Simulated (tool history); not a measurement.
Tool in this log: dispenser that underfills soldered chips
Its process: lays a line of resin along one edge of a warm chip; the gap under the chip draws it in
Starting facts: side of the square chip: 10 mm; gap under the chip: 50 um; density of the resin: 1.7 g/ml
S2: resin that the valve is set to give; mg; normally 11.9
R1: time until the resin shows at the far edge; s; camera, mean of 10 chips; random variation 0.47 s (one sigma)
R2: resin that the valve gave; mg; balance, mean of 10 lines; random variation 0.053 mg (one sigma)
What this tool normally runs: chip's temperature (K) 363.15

Run 1, day 0.000: usual settings. Result: R1 71.6 s, R2 11.84 mg.
At day 0.104: new syringe of resin.
Run 2, day 0.188: usual settings but chip's temperature (K) 364.15. Result: R1 40.0 s, R2 11.79 mg.
Run 3, day 0.292: usual settings but chip's temperature (K) 364.15. Result: R1 45.6 s, R2 11.80 mg.
Run 4, day 0.425: usual settings but chip's temperature (K) 364.15. Result: R1 51.5 s, R2 11.81 mg.
Run 5, day 0.658: usual settings but S2 12.1 mg. Result: R1 64.3 s, R2 11.97 mg.
Run 6, day 0.800: usual settings. Result: R1 75.3 s, R2 11.69 mg.
At day 0.829: new syringe of resin.
Run 7, day 0.958: usual settings but S2 11.3 mg. Result: R1 45.3 s, R2 11.06 mg.
Run 8, day 1.133: usual settings. Result: R1 52.8 s, R2 11.72 mg.
Run 9, day 1.325: usual settings. Result: R1 63.8 s, R2 11.71 mg.
Run 10, day 1.446: usual settings. Result: R1 72.3 s, R2 11.61 mg.
At day 1.554: new syringe of resin.
Run 11, day 1.658: usual settings. Result: R1 43.2 s, R2 11.56 mg.
Run 12, day 1.788: usual settings. Result: R1 48.6 s, R2 11.49 mg.
Run 13, day 2.004: usual settings. Result: R1 59.4 s, R2 11.55 mg.
Run 14, day 2.200: usual settings but chip's temperature (K) 350.15, S2 10.5 mg. Result: R1 110.8 s, R2 10.16 mg.
At day 2.292: new syringe of resin.
Run 15, day 2.367: usual settings but chip's temperature (K) 350.15, S2 10.5 mg. Result: R1 63.4 s, R2 10.17 mg.
Run 16, day 2.604: usual settings but chip's temperature (K) 371.15, S2 15.5 mg. Result: R1 40.9 s, R2 14.82 mg.
Run 17, day 2.825: usual settings but chip's temperature (K) 369.15, S2 15.4 mg. Result: R1 53.5 s, R2 14.69 mg.
Run 18, day 2.975: usual settings but chip's temperature (K) 369.15, S2 15.4 mg. Result: R1 61.6 s, R2 14.71 mg.
At day 3.033: new syringe of resin.
Run 19, day 3.158: usual settings but chip's temperature (K) 364.15, S2 15.4 mg. Result: R1 41.4 s, R2 14.68 mg.
Run 20, day 3.379: usual settings but chip's temperature (K) 364.15, S2 15.4 mg. Result: R1 50.1 s, R2 14.71 mg.
Run 21, day 3.525: usual settings but chip's temperature (K) 353.15, S2 14.2 mg. Result: R1 79.5 s, R2 13.48 mg.
Run 22, day 3.642: usual settings but chip's temperature (K) 367.15. Result: R1 62.4 s, R2 11.25 mg.
At day 3.762: new syringe of resin.
Run 23, day 3.821: usual settings but chip's temperature (K) 361.15, S2 10.5 mg. Result: R1 46.2 s, R2 9.82 mg.
Run 24, day 4.046: usual settings but chip's temperature (K) 361.15, S2 10.5 mg. Result: R1 57.5 s, R2 9.97 mg.

Table of differences, measured result less the result of that run with no hidden state. Run-to-run variation is the same in both. Gauge scatter possibly is not:
Unlogged tool condition in this case: resin's viscosity, % of fresh resin's; dose that the valve gives, % of what is set; true chip temperature over the reading, C; drift of the gauge itself on fill_s, %; drift of the gauge itself on given_mg, %.
run     R1     R2
  1  +34.3  -0.04
  2   +4.4  -0.08
  3   +8.8  -0.09
  4  +15.0  -0.11
  5  +28.3  -0.15
  6  +38.3  -0.16
  7   +7.8  -0.18
  8  +15.8  -0.21
  9  +26.7  -0.25
 10  +34.8  -0.26
 11   +6.0  -0.29
 12  +11.6  -0.32
 13  +23.0  -0.35
 14  +54.9  -0.33
 15   +8.4  -0.36
 16  +12.3  -0.57
 17  +23.4  -0.61
 18  +31.7  -0.63
 19   +6.3  -0.68
 20  +15.9  -0.73
 21  +32.6  -0.69
 22  +29.9  -0.60
 23   +5.5  -0.55
 24  +17.0  -0.59
